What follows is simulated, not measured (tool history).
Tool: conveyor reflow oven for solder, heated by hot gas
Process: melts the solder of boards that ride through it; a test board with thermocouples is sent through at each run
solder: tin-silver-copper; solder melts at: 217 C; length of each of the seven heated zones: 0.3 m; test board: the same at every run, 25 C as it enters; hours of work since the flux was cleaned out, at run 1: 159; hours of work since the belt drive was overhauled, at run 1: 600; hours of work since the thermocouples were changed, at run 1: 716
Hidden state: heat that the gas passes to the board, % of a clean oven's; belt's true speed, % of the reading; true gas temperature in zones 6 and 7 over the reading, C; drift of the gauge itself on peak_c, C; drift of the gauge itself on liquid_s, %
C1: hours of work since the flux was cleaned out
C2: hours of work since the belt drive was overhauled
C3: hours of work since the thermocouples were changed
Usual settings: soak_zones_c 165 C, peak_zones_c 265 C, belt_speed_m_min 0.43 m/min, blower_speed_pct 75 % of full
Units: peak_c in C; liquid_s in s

run 1 hour=0 | soak_zones_c=165 peak_zones_c=265 belt_speed_m_min=0.43 blower_speed_pct=75 | C1=159 C2=600 C3=716 | peak_c=254.5 liquid_s=64.4
run 2 hour=34 | soak_zones_c=165 peak_zones_c=265 belt_speed_m_min=0.383 blower_speed_pct=75 | C1=184 C2=626 C3=741 | peak_c=257 liquid_s=75.4
run 3 hour=50.1 | soak_zones_c=165 peak_zones_c=265 belt_speed_m_min=0.43 blower_speed_pct=75 | C1=196 C2=637 C3=753 | peak_c=254.4 liquid_s=64.3
-- hour=58.4 flux residue cleaned out of gas plates and filters
run 4 hour=92.4 | soak_zones_c=165 peak_zones_c=265 belt_speed_m_min=0.43 blower_speed_pct=75 | C1=25 C2=665 C3=780 | peak_c=255.3 liquid_s=65.2
run 5 hour=115.2 | soak_zones_c=165 peak_zones_c=265 belt_speed_m_min=0.43 blower_speed_pct=75 | C1=42 C2=682 C3=797 | peak_c=255.1 liquid_s=65.1
run 6 hour=152.4 | soak_zones_c=165 peak_zones_c=265 belt_speed_m_min=0.43 blower_speed_pct=75 | C1=69 C2=709 C3=824 | peak_c=254.9 liquid_s=65.1
run 7 hour=169.8 | soak_zones_c=165 peak_zones_c=265 belt_speed_m_min=0.43 blower_speed_pct=75 | C1=82 C2=722 C3=837 | peak_c=255 liquid_s=64.9
run 8 hour=197.2 | soak_zones_c=165 peak_zones_c=265 belt_speed_m_min=0.361 blower_speed_pct=75 | C1=102 C2=742 C3=857 | peak_c=258.5 liquid_s=82
run 9 hour=230.1 | soak_zones_c=165 peak_zones_c=265 belt_speed_m_min=0.361 blower_speed_pct=75 | C1=127 C2=766 C3=882 | peak_c=258.4 liquid_s=82
run 10 hour=261.4 | soak_zones_c=165 peak_zones_c=265 belt_speed_m_min=0.43 blower_speed_pct=75 | C1=150 C2=790 C3=905 | peak_c=254.7 liquid_s=64.9
-- hour=274.9 belt drive overhauled, speed set with a stopwatch
run 11 hour=296.3 | soak_zones_c=165 peak_zones_c=265 belt_speed_m_min=0.43 blower_speed_pct=52 | C1=173 C2=16 C3=927 | peak_c=248.6 liquid_s=56.9
run 12 hour=324 | soak_zones_c=165 peak_zones_c=265 belt_speed_m_min=0.43 blower_speed_pct=52 | C1=193 C2=36 C3=948 | peak_c=248.5 liquid_s=57
-- hour=335.5 flux residue cleaned out of gas plates and filters
run 13 hour=356.9 | soak_zones_c=165 peak_zones_c=265 belt_speed_m_min=0.47 blower_speed_pct=52 | C1=16 C2=57 C3=968 | peak_c=246 liquid_s=48.5
run 14 hour=376.6 | soak_zones_c=172 peak_zones_c=265 belt_speed_m_min=0.43 blower_speed_pct=75 | C1=30 C2=71 C3=983 | peak_c=255.1 liquid_s=66.4
run 15 hour=404.1 | soak_zones_c=165 peak_zones_c=265 belt_speed_m_min=0.473 blower_speed_pct=75 | C1=51 C2=92 C3=1003 | peak_c=251.6 liquid_s=55.2
run 16 hour=430 | soak_zones_c=165 peak_zones_c=265 belt_speed_m_min=0.473 blower_speed_pct=75 | C1=70 C2=111 C3=1022 | peak_c=251.9 liquid_s=55
run 17 hour=467.8 | soak_zones_c=165 peak_zones_c=265 belt_speed_m_min=0.473 blower_speed_pct=75 | C1=98 C2=139 C3=1050 | peak_c=251.7 liquid_s=55.2
run 18 hour=493.1 | soak_zones_c=165 peak_zones_c=265 belt_speed_m_min=0.473 blower_speed_pct=75 | C1=116 C2=157 C3=1069 | peak_c=251.4 liquid_s=55
run 19 hour=530.2 | soak_zones_c=167 peak_zones_c=265 belt_speed_m_min=0.397 blower_speed_pct=65 | C1=144 C2=185 C3=1096 | peak_c=254.3 liquid_s=69.5
run 20 hour=562.7 | soak_zones_c=167 peak_zones_c=265 belt_speed_m_min=0.397 blower_speed_pct=65 | C1=168 C2=209 C3=1120 | peak_c=254.1 liquid_s=69.6
run 21 hour=581.6 | soak_zones_c=165 peak_zones_c=257 belt_speed_m_min=0.488 blower_speed_pct=75 | C1=182 C2=223 C3=1134 | peak_c=243.2 liquid_s=46.5
-- hour=607.8 flux residue cleaned out of gas plates and filters
run 22 hour=622.6 | soak_zones_c=165 peak_zones_c=257 belt_speed_m_min=0.488 blower_speed_pct=75 | C1=11 C2=249 C3=1161 | peak_c=243.9 liquid_s=47.7
run 23 hour=659.4 | soak_zones_c=165 peak_zones_c=257 belt_speed_m_min=0.488 blower_speed_pct=75 | C1=38 C2=276 C3=1188 | peak_c=243.8 liquid_s=47.9
run 24 hour=697.8 | soak_zones_c=153 peak_zones_c=279 belt_speed_m_min=0.384 blower_speed_pct=75 | C1=66 C2=305 C3=1216 | peak_c=269.2 liquid_s=78.5
run 25 hour=723.6 | soak_zones_c=165 peak_zones_c=266 belt_speed_m_min=0.443 blower_speed_pct=75 | C1=85 C2=324 C3=1235 | peak_c=254.6 liquid_s=62
run 26 hour=744.9 | soak_zones_c=165 peak_zones_c=266 belt_speed_m_min=0.443 blower_speed_pct=75 | C1=101 C2=339 C3=1251 | peak_c=254.5 liquid_s=62.3
run 27 hour=782.1 | soak_zones_c=165 peak_zones_c=266 belt_speed_m_min=0.443 blower_speed_pct=75 | C1=129 C2=367 C3=1279 | peak_c=253.9 liquid_s=61.8
run 28 hour=808.6 | soak_zones_c=154 peak_zones_c=280 belt_speed_m_min=0.391 blower_speed_pct=88 | C1=148 C2=386 C3=1298 | peak_c=271.6 liquid_s=79.2
run 29 hour=841.2 | soak_zones_c=154 peak_zones_c=280 belt_speed_m_min=0.391 blower_speed_pct=88 | C1=172 C2=410 C3=1322 | peak_c=271.3 liquid_s=78.7

Forecast each of these 5 alternatives for the next run:
run A hour=865.2 | soak_zones_c=174 peak_zones_c=280 belt_speed_m_min=0.391 blower_speed_pct=88 | C1=190 C2=428 C3=1340 | peak_c=? liquid_s=?
run B hour=865.2 | soak_zones_c=170 peak_zones_c=265 belt_speed_m_min=0.39 blower_speed_pct=53 | C1=190 C2=428 C3=1340 | peak_c=? liquid_s=?
run C hour=865.2 | soak_zones_c=154 peak_zones_c=280 belt_speed_m_min=0.391 blower_speed_pct=52 | C1=190 C2=428 C3=1340 | peak_c=? liquid_s=?
run D hour=865.2 | soak_zones_c=176 peak_zones_c=257 belt_speed_m_min=0.43 blower_speed_pct=75 | C1=190 C2=428 C3=1340 | peak_c=? liquid_s=?
run E hour=865.2 | soak_zones_c=154 peak_zones_c=280 belt_speed_m_min=0.391 blower_speed_pct=59 | C1=190 C2=428 C3=1340 | peak_c=? liquid_s=?

run=A peak_c=272.8 liquid_s=85.3
run=B peak_c=252.3 liquid_s=70.4
run=C peak_c=263.9 liquid_s=72.8
run=D peak_c=247.8 liquid_s=63.4
run=E peak_c=265.7 liquid_s=74.3
Without the tool's hidden state the same runs would have given:
run=A peak_c=274 liquid_s=84.6
run=B peak_c=253.2 liquid_s=70.2
run=C peak_c=264.9 liquid_s=72.4
run=D peak_c=249 liquid_s=63.5
run=E peak_c=266.8 liquid_s=73.9
